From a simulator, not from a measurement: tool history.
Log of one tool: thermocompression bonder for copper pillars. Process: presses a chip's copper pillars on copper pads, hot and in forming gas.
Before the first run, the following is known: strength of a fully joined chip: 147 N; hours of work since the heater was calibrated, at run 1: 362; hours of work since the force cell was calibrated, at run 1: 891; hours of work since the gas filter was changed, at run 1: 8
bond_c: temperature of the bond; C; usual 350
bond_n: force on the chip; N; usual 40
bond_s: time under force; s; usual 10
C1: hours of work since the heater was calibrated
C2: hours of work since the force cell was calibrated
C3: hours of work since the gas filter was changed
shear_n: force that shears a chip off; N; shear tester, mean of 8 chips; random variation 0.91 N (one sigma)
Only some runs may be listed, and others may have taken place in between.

{"run": 1, "hour": 0.0, "bond_c": 350, "bond_n": 40, "bond_s": 10, "C1": 362, "C2": 891, "C3": 8, "shear_n": 106.2}
{"run": 2, "hour": 24.7, "bond_c": 350, "bond_n": 40, "bond_s": 10, "C1": 379, "C2": 907, "C3": 25, "shear_n": 102.7}
{"run": 3, "hour": 39.2, "bond_c": 350, "bond_n": 40, "bond_s": 10, "C1": 388, "C2": 917, "C3": 34, "shear_n": 102.4}
{"run": 4, "hour": 63.3, "bond_c": 328, "bond_n": 40, "bond_s": 10, "C1": 405, "C2": 934, "C3": 51, "shear_n": 83.8}
{"run": 5, "hour": 76.2, "bond_c": 350, "bond_n": 40, "bond_s": 10, "C1": 414, "C2": 942, "C3": 60, "shear_n": 101}
{"run": 6, "hour": 101.0, "bond_c": 352, "bond_n": 40, "bond_s": 10, "C1": 431, "C2": 959, "C3": 77, "shear_n": 101.8}
{"hour": 121.7, "done": "force cell calibrated"}
{"run": 7, "hour": 125.9, "bond_c": 352, "bond_n": 40, "bond_s": 10, "C1": 447, "C2": 3, "C3": 92, "shear_n": 101.7}
{"run": 8, "hour": 138.2, "bond_c": 352, "bond_n": 40, "bond_s": 10, "C1": 455, "C2": 11, "C3": 101, "shear_n": 103.6}
{"run": 9, "hour": 148.6, "bond_c": 352, "bond_n": 40, "bond_s": 10, "C1": 462, "C2": 18, "C3": 108, "shear_n": 103.2}
{"hour": 154.7, "done": "forming gas filter changed"}
{"run": 10, "hour": 168.7, "bond_c": 350, "bond_n": 40, "bond_s": 10, "C1": 475, "C2": 32, "C3": 10, "shear_n": 103.1}
{"run": 11, "hour": 187.0, "bond_c": 350, "bond_n": 26, "bond_s": 10, "C1": 488, "C2": 44, "C3": 22, "shear_n": 88}
{"run": 12, "hour": 205.3, "bond_c": 350, "bond_n": 26, "bond_s": 10, "C1": 500, "C2": 57, "C3": 34, "shear_n": 88.1}
{"run": 13, "hour": 225.8, "bond_c": 359, "bond_n": 40, "bond_s": 10, "C1": 514, "C2": 71, "C3": 48, "shear_n": 108.9}
{"run": 14, "hour": 239.1, "bond_c": 359, "bond_n": 40, "bond_s": 10, "C1": 523, "C2": 80, "C3": 58, "shear_n": 107.8}
{"hour": 245.2, "done": "force cell calibrated, once more"}
{"run": 15, "hour": 263.9, "bond_c": 350, "bond_n": 40, "bond_s": 11, "C1": 539, "C2": 13, "C3": 73, "shear_n": 104.2}
{"run": 16, "hour": 281.9, "bond_c": 350, "bond_n": 40, "bond_s": 30, "C1": 551, "C2": 25, "C3": 86, "shear_n": 126.3}
{"run": 17, "hour": 294.6, "bond_c": 350, "bond_n": 40, "bond_s": 30, "C1": 560, "C2": 34, "C3": 94, "shear_n": 125.9}
{"run": 18, "hour": 316.4, "bond_c": 350, "bond_n": 40, "bond_s": 30, "C1": 575, "C2": 48, "C3": 109, "shear_n": 126.5}
{"hour": 320.5, "done": "forming gas filter changed"}
{"run": 19, "hour": 327.8, "bond_c": 350, "bond_n": 40, "bond_s": 30, "C1": 582, "C2": 56, "C3": 5, "shear_n": 129.4}
{"run": 20, "hour": 340.2, "bond_c": 350, "bond_n": 40, "bond_s": 10, "C1": 591, "C2": 64, "C3": 13, "shear_n": 103.6}
{"run": 21, "hour": 357.2, "bond_c": 350, "bond_n": 26, "bond_s": 7, "C1": 602, "C2": 76, "C3": 25, "shear_n": 80.2}
{"run": 22, "hour": 380.6, "bond_c": 350, "bond_n": 26, "bond_s": 7, "C1": 618, "C2": 92, "C3": 41, "shear_n": 79.5}
{"run": 23, "hour": 403.3, "bond_c": 341, "bond_n": 26, "bond_s": 8, "C1": 634, "C2": 107, "C3": 56, "shear_n": 74.1}
{"run": 24, "hour": 419.4, "bond_c": 341, "bond_n": 50, "bond_s": 8, "C1": 645, "C2": 118, "C3": 67, "shear_n": 96.8}
{"run": 25, "hour": 442.0, "bond_c": 372, "bond_n": 58, "bond_s": 10, "C1": 660, "C2": 134, "C3": 83, "shear_n": 127.9}
{"run": 26, "hour": 461.6, "bond_c": 346, "bond_n": 58, "bond_s": 14, "C1": 673, "C2": 147, "C3": 96, "shear_n": 117.9}
{"run": 27, "hour": 471.9, "bond_c": 338, "bond_n": 40, "bond_s": 8, "C1": 681, "C2": 154, "C3": 103, "shear_n": 86}
{"hour": 485.5, "done": "forming gas filter changed"}
{"run": 28, "hour": 497.3, "bond_c": 338, "bond_n": 40, "bond_s": 8, "C1": 697, "C2": 171, "C3": 8, "shear_n": 87.1}
{"run": 29, "hour": 519.7, "bond_c": 350, "bond_n": 45, "bond_s": 19, "C1": 713, "C2": 186, "C3": 23, "shear_n": 122.4}
{"run": 30, "hour": 542.5, "bond_c": 350, "bond_n": 40, "bond_s": 8, "C1": 728, "C2": 202, "C3": 39, "shear_n": 97}
{"run": 31, "hour": 555.2, "bond_c": 350, "bond_n": 40, "bond_s": 8, "C1": 737, "C2": 210, "C3": 47, "shear_n": 96.2}
{"run": 32, "hour": 570.1, "bond_c": 353, "bond_n": 40, "bond_s": 10, "C1": 747, "C2": 221, "C3": 58, "shear_n": 105.3}
{"run": 33, "hour": 584.0, "bond_c": 353, "bond_n": 40, "bond_s": 10, "C1": 757, "C2": 230, "C3": 67, "shear_n": 105.1}
{"run": 34, "hour": 605.3, "bond_c": 346, "bond_n": 44, "bond_s": 12, "C1": 771, "C2": 245, "C3": 82, "shear_n": 106.9}
{"run": 35, "hour": 627.1, "bond_c": 350, "bond_n": 51, "bond_s": 24, "C1": 786, "C2": 259, "C3": 96, "shear_n": 127.7}
{"run": 36, "hour": 639.7, "bond_c": 330, "bond_n": 56, "bond_s": 12, "C1": 794, "C2": 268, "C3": 105, "shear_n": 99.6}
{"hour": 651.3, "done": "forming gas filter changed"}
{"run": 37, "hour": 656.8, "bond_c": 330, "bond_n": 56, "bond_s": 12, "C1": 806, "C2": 279, "C3": 4, "shear_n": 100.4}
{"run": 38, "hour": 672.8, "bond_c": 348, "bond_n": 34, "bond_s": 18, "C1": 817, "C2": 290, "C3": 15, "shear_n": 109.8}
{"run": 39, "hour": 687.2, "bond_c": 348, "bond_n": 34, "bond_s": 18, "C1": 826, "C2": 300, "C3": 24, "shear_n": 110.1}

Each row is a separate what-if for the run after 39, all from the same tool condition, not one after another. Results?
{"run": "A", "hour": 712.1, "bond_c": 348, "bond_n": 43, "bond_s": 18, "C1": 843, "C2": 317, "C3": 41, "shear_n": "?"}
{"run": "B", "hour": 712.1, "bond_c": 332, "bond_n": 27, "bond_s": 24, "C1": 843, "C2": 317, "C3": 41, "shear_n": "?"}
{"run": "C", "hour": 712.1, "bond_c": 364, "bond_n": 36, "bond_s": 27, "C1": 843, "C2": 317, "C3": 41, "shear_n": "?"}
{"run": "D", "hour": 712.1, "bond_c": 350, "bond_n": 40, "bond_s": 17, "C1": 843, "C2": 317, "C3": 41, "shear_n": "?"}

run=A shear_n=117.5
run=B shear_n=94.6
run=C shear_n=128.7
run=D shear_n=115.2
Take away the tool's hidden state, keep each run's random variation, and the runs would have read:
run=A shear_n=123.6
run=B shear_n=101.7
run=C shear_n=133.2
run=D shear_n=121.4
